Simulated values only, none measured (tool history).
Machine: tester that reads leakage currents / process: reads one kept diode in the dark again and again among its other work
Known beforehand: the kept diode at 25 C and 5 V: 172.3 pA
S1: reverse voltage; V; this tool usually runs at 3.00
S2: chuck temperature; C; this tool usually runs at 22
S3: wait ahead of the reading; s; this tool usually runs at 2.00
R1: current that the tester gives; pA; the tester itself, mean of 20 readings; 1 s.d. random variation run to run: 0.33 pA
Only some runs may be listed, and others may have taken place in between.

run,hour,S1,S2,S3,R1
1,0.0,3.00,22,2.00,114.92
2,24.7,3.00,22,2.00,114.59
3,50.2,3.00,22,2.00,115.03
4,71.4,3.00,22,2.00,115.05
5,88.1,3.00,22,2.00,115.59
6,110.8,3.00,21,2.00,106.39
7,128.6,3.00,22,2.00,115.87
8,143.3,3.00,22,1.64,115.28
9,165.1,3.00,22,2.00,115.69
10,190.2,3.00,22,2.00,115.15
11,213.8,3.00,22,2.00,116.12
12,243.6,3.00,22,2.00,116.42
13,258.5,3.00,22,2.00,115.47
14,289.1,3.00,22,2.00,116.29
15,321.8,3.00,34,2.00,299.00
16,348.5,3.00,34,2.00,299.00
17,366.9,3.00,22,2.00,116.88
18,381.7,3.00,22,2.00,116.96
19,395.7,3.00,22,2.00,117.17
20,423.4,3.00,22,2.00,117.35
21,447.1,3.00,22,2.00,117.45
22,471.7,3.00,45,4.78,671.72
23,498.3,3.00,45,4.78,670.56
24,512.5,18.02,45,2.85,1452.46
25,535.1,18.02,45,2.85,1460.21
26,569.1,3.00,28,2.00,190.12
27,584.5,1.42,40,7.70,340.03
28,602.5,1.42,40,7.70,342.87
29,624.3,1.42,38,7.70,294.69
30,651.5,3.00,38,2.00,410.60
31,668.6,1.84,49,1.90,727.11
32,686.4,10.32,48,5.78,1426.79
33,703.2,10.32,48,5.78,1426.32
34,731.2,10.32,48,5.78,1423.50
35,745.5,10.32,48,5.78,1424.32
36,764.1,10.32,48,5.78,1422.01
37,793.7,10.32,48,5.78,1428.37
38,820.0,2.21,31,5.78,212.65
39,852.2,13.58,59,0.55,3355.08
40,874.8,16.62,56,1.18,3014.49
41,889.2,16.62,56,1.18,3007.53

Alternative continuations, all from the tool just after run 41; predict every row:
A,914.8,3.25,22,0.37,?
B,914.8,7.09,22,2.19,?
C,914.8,3.00,22,0.34,?

run,R1
A,125.29
B,177.73
C,121.40
Take away the tool's hidden state, keep each run's random variation, and the runs would have read:
run,R1
A,112.29
B,157.04
C,108.93

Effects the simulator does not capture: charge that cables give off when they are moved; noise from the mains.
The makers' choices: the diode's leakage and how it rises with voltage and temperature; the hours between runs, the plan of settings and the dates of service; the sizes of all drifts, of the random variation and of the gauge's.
